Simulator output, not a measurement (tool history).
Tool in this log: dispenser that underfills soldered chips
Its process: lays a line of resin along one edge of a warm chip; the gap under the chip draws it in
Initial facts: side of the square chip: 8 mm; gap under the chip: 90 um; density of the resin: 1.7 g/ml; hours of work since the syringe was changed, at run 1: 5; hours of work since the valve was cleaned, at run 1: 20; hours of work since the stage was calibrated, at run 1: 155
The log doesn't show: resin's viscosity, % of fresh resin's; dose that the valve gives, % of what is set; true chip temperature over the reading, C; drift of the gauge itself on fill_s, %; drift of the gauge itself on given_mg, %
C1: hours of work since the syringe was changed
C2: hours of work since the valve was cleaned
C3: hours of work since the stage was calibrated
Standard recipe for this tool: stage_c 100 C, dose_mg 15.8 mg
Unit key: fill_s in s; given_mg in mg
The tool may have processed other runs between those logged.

{"run": 1, "hour": 0.0, "stage_c": 100, "dose_mg": 15.8, "C1": 5, "C2": 20, "C3": 155, "fill_s": 43.8, "given_mg": 15.66}
{"hour": 1.5, "done": "new syringe of resin"}
{"run": 2, "hour": 6.2, "stage_c": 100, "dose_mg": 15.8, "C1": 3, "C2": 24, "C3": 159, "fill_s": 38.4, "given_mg": 15.57}
{"hour": 9.8, "done": "new syringe of resin"}
{"run": 3, "hour": 16.6, "stage_c": 100, "dose_mg": 15.8, "C1": 5, "C2": 32, "C3": 166, "fill_s": 43.7, "given_mg": 15.66}
{"hour": 19.1, "done": "new syringe of resin"}
{"run": 4, "hour": 26.1, "stage_c": 100, "dose_mg": 15.8, "C1": 5, "C2": 39, "C3": 173, "fill_s": 44.1, "given_mg": 15.42}
{"hour": 27.3, "done": "new syringe of resin"}
{"hour": 35.5, "done": "new syringe of resin"}
{"run": 5, "hour": 35.9, "stage_c": 100, "dose_mg": 15.8, "C1": 0, "C2": 46, "C3": 180, "fill_s": 30.4, "given_mg": 15.37}
{"hour": 44.1, "done": "new syringe of resin"}
{"run": 6, "hour": 44.3, "stage_c": 100, "dose_mg": 15.8, "C1": 0, "C2": 52, "C3": 186, "fill_s": 29.6, "given_mg": 15.3}
{"run": 7, "hour": 51.0, "stage_c": 100, "dose_mg": 15.8, "C1": 5, "C2": 57, "C3": 191, "fill_s": 45.1, "given_mg": 15.29}
{"hour": 52.5, "done": "new syringe of resin"}
{"hour": 61.0, "done": "new syringe of resin"}
{"run": 8, "hour": 64.8, "stage_c": 100, "dose_mg": 15.8, "C1": 3, "C2": 66, "C3": 201, "fill_s": 37.4, "given_mg": 15.34}
{"hour": 69.8, "done": "new syringe of resin"}
{"run": 9, "hour": 72.2, "stage_c": 100, "dose_mg": 15.8, "C1": 2, "C2": 72, "C3": 206, "fill_s": 34.1, "given_mg": 15.19}
{"hour": 78.3, "done": "new syringe of resin"}
{"run": 10, "hour": 79.1, "stage_c": 100, "dose_mg": 15.8, "C1": 1, "C2": 77, "C3": 211, "fill_s": 29.7, "given_mg": 15.18}
{"run": 11, "hour": 85.5, "stage_c": 100, "dose_mg": 15.8, "C1": 5, "C2": 81, "C3": 216, "fill_s": 44.4, "given_mg": 15.09}
{"hour": 86.9, "done": "new syringe of resin"}
{"run": 12, "hour": 92.3, "stage_c": 100, "dose_mg": 15.8, "C1": 4, "C2": 86, "C3": 221, "fill_s": 41.2, "given_mg": 15.06}
{"hour": 95.5, "done": "new syringe of resin"}
{"hour": 104.4, "done": "new syringe of resin"}
{"run": 13, "hour": 105.7, "stage_c": 100, "dose_mg": 15.8, "C1": 1, "C2": 96, "C3": 230, "fill_s": 30.4, "given_mg": 15.09}
{"hour": 113.0, "done": "new syringe of resin"}
{"run": 14, "hour": 117.2, "stage_c": 100, "dose_mg": 15.8, "C1": 3, "C2": 104, "C3": 239, "fill_s": 38.1, "given_mg": 14.89}
{"hour": 121.4, "done": "new syringe of resin"}
{"run": 15, "hour": 124.0, "stage_c": 100, "dose_mg": 15.8, "C1": 2, "C2": 109, "C3": 244, "fill_s": 32.9, "given_mg": 14.84}
{"hour": 130.1, "done": "new syringe of resin"}
{"run": 16, "hour": 137.7, "stage_c": 103, "dose_mg": 15.8, "C1": 6, "C2": 119, "C3": 254, "fill_s": 41.2, "given_mg": 14.82}
{"hour": 139.1, "done": "new syringe of resin"}
{"hour": 147.7, "done": "new syringe of resin"}
{"run": 17, "hour": 152.2, "stage_c": 103, "dose_mg": 15.8, "C1": 3, "C2": 129, "C3": 264, "fill_s": 32.8, "given_mg": 14.63}
{"hour": 156.6, "done": "new syringe of resin"}
{"hour": 162.5, "done": "dispensing valve cleaned and set on the balance"}
{"run": 18, "hour": 162.5, "stage_c": 103, "dose_mg": 15.8, "C1": 4, "C2": 0, "C3": 271, "fill_s": 35.8, "given_mg": 15.74}
{"hour": 166.2, "done": "new syringe of resin"}
{"hour": 174.8, "done": "new syringe of resin"}
{"run": 19, "hour": 174.8, "stage_c": 113, "dose_mg": 18.6, "C1": 0, "C2": 9, "C3": 279, "fill_s": 17.9, "given_mg": 18.58}
{"hour": 183.2, "done": "new syringe of resin"}
{"run": 20, "hour": 189.0, "stage_c": 109, "dose_mg": 15.2, "C1": 4, "C2": 19, "C3": 290, "fill_s": 29.8, "given_mg": 15.1}
{"hour": 192.0, "done": "new syringe of resin"}
{"hour": 200.6, "done": "new syringe of resin"}
{"run": 21, "hour": 201.8, "stage_c": 115, "dose_mg": 16.8, "C1": 1, "C2": 28, "C3": 299, "fill_s": 17.8, "given_mg": 16.51}
{"hour": 208.9, "done": "new syringe of resin"}
{"run": 22, "hour": 215.4, "stage_c": 113, "dose_mg": 16.3, "C1": 5, "C2": 38, "C3": 309, "fill_s": 27.4, "given_mg": 15.78}
{"hour": 218.1, "done": "new syringe of resin"}
{"run": 23, "hour": 224.7, "stage_c": 113, "dose_mg": 16.3, "C1": 5, "C2": 45, "C3": 315, "fill_s": 27.1, "given_mg": 15.9}
{"hour": 227.1, "done": "new syringe of resin"}
{"run": 24, "hour": 234.6, "stage_c": 103, "dose_mg": 19.4, "C1": 6, "C2": 52, "C3": 322, "fill_s": 39.9, "given_mg": 18.86}
{"hour": 235.9, "done": "new syringe of resin"}
{"hour": 244.5, "done": "new syringe of resin"}
{"run": 25, "hour": 248.0, "stage_c": 91, "dose_mg": 17.4, "C1": 3, "C2": 61, "C3": 332, "fill_s": 48.6, "given_mg": 16.81}
{"hour": 253.0, "done": "new syringe of resin"}
{"run": 26, "hour": 259.2, "stage_c": 91, "dose_mg": 17.4, "C1": 5, "C2": 70, "C3": 340, "fill_s": 56.1, "given_mg": 16.89}
{"hour": 262.1, "done": "new syringe of resin"}
{"run": 27, "hour": 269.9, "stage_c": 105, "dose_mg": 13.7, "C1": 6, "C2": 77, "C3": 348, "fill_s": 38.4, "given_mg": 13.16}
{"hour": 271.1, "done": "new syringe of resin"}
{"hour": 280.2, "done": "new syringe of resin"}
{"run": 28, "hour": 282.0, "stage_c": 105, "dose_mg": 13.7, "C1": 1, "C2": 86, "C3": 356, "fill_s": 26.4, "given_mg": 13.01}
{"hour": 288.5, "done": "new syringe of resin"}
{"run": 29, "hour": 294.5, "stage_c": 104, "dose_mg": 16.6, "C1": 4, "C2": 95, "C3": 366, "fill_s": 35.2, "given_mg": 15.75}
{"hour": 297.2, "done": "new syringe of resin"}
{"run": 30, "hour": 304.2, "stage_c": 104, "dose_mg": 16.6, "C1": 5, "C2": 102, "C3": 373, "fill_s": 37.2, "given_mg": 15.66}
{"hour": 305.4, "done": "new syringe of resin"}
{"run": 31, "hour": 312.3, "stage_c": 104, "dose_mg": 16.6, "C1": 5, "C2": 108, "C3": 378, "fill_s": 36.7, "given_mg": 15.62}
{"hour": 314.4, "done": "new syringe of resin"}
{"hour": 323.3, "done": "new syringe of resin"}
{"run": 32, "hour": 326.0, "stage_c": 89, "dose_mg": 15.8, "C1": 2, "C2": 117, "C3": 388, "fill_s": 49.8, "given_mg": 14.76}
{"hour": 331.7, "done": "new syringe of resin"}
{"run": 33, "hour": 336.4, "stage_c": 89, "dose_mg": 15.8, "C1": 4, "C2": 125, "C3": 396, "fill_s": 55.5, "given_mg": 14.7}

Consider 4 possible next runs. They are alternatives, not a sequence: every one starts from the tool as it was left by run 33. What does each give?
{"hour": 340.8, "done": "new syringe of resin"}
{"run": "A", "hour": 343.5, "stage_c": 109, "dose_mg": 16.7, "C1": 2, "C2": 130, "C3": 401, "fill_s": "?", "given_mg": "?"}
{"hour": 340.8, "done": "new syringe of resin"}
{"run": "B", "hour": 343.5, "stage_c": 113, "dose_mg": 15.3, "C1": 2, "C2": 130, "C3": 401, "fill_s": "?", "given_mg": "?"}
{"hour": 340.8, "done": "new syringe of resin"}
{"run": "C", "hour": 343.5, "stage_c": 98, "dose_mg": 13.9, "C1": 2, "C2": 130, "C3": 401, "fill_s": "?", "given_mg": "?"}
{"hour": 340.8, "done": "new syringe of resin"}
{"run": "D", "hour": 343.5, "stage_c": 100, "dose_mg": 17.3, "C1": 2, "C2": 130, "C3": 401, "fill_s": "?", "given_mg": "?"}

run=A fill_s=23.8 given_mg=15.50
run=B fill_s=21.6 given_mg=14.21
run=C fill_s=37.6 given_mg=12.82
run=D fill_s=32.1 given_mg=16.08
Without the tool's hidden state the same runs would have given:
run=A fill_s=21.5 given_mg=16.70
run=B fill_s=19.5 given_mg=15.31
run=C fill_s=33.9 given_mg=13.81
run=D fill_s=29.2 given_mg=17.33
